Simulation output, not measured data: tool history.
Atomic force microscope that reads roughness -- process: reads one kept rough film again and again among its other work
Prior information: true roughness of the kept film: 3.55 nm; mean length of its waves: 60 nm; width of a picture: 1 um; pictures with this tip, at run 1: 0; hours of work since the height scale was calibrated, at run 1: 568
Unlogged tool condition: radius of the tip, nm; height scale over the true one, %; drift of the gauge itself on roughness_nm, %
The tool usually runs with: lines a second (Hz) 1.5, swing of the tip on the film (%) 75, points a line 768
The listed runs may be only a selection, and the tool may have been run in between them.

run,hour,lines a second (Hz),swing of the tip on the film (%),points a line,pictures with this tip,hours of work since the height scale was calibrated,roughness of the kept film (nm (root mean square))
1,0,1.5,75,768,0,568,3.079
2,24.5,1.5,75,768,37,580,3.082
3,45,1.5,75,768,68,590,3.053
4,65.3,1.5,75,768,99,600,3.064
# hour 95.9: new tip fitted
5,104,1.5,75,768,13,618,3.074
6,135.3,1.5,75,589,60,634,3.032
7,160.7,1.5,75,768,98,646,3.076
# hour 190.6: new tip fitted
8,197.8,1.5,75,768,11,664,3.051
9,217.4,1.18,75,768,41,673,3.147
10,240.7,1.18,75,768,76,685,3.14
11,273.7,0.94,75,768,126,701,3.185
# hour 285.5: new tip fitted
12,298,1.31,75,768,18,712,3.098
13,322.9,1.31,75,768,56,724,3.126
14,362,0.9,74,800,115,743,3.224
# hour 381.4: new tip fitted
15,384.1,0.55,62,366,4,754,3.405
16,419.8,0.81,74,309,58,771,3.244
17,463.1,0.81,74,309,123,792,3.238
# hour 476.9: new tip fitted
18,484,0.81,74,309,11,802,3.243
19,509.5,0.81,74,309,50,814,3.264
20,539,2.21,58,309,94,829,3.239

What will run 21 give?
21,562.8,3.29,75,268,130,840,?

{"run 21": {"roughness of the kept film (nm (root mean square))": 2.653}}
If the tool had no hidden condition, the same run with the same run-to-run variation would have returned roughness of the kept film (nm (root mean square)) 2.662.
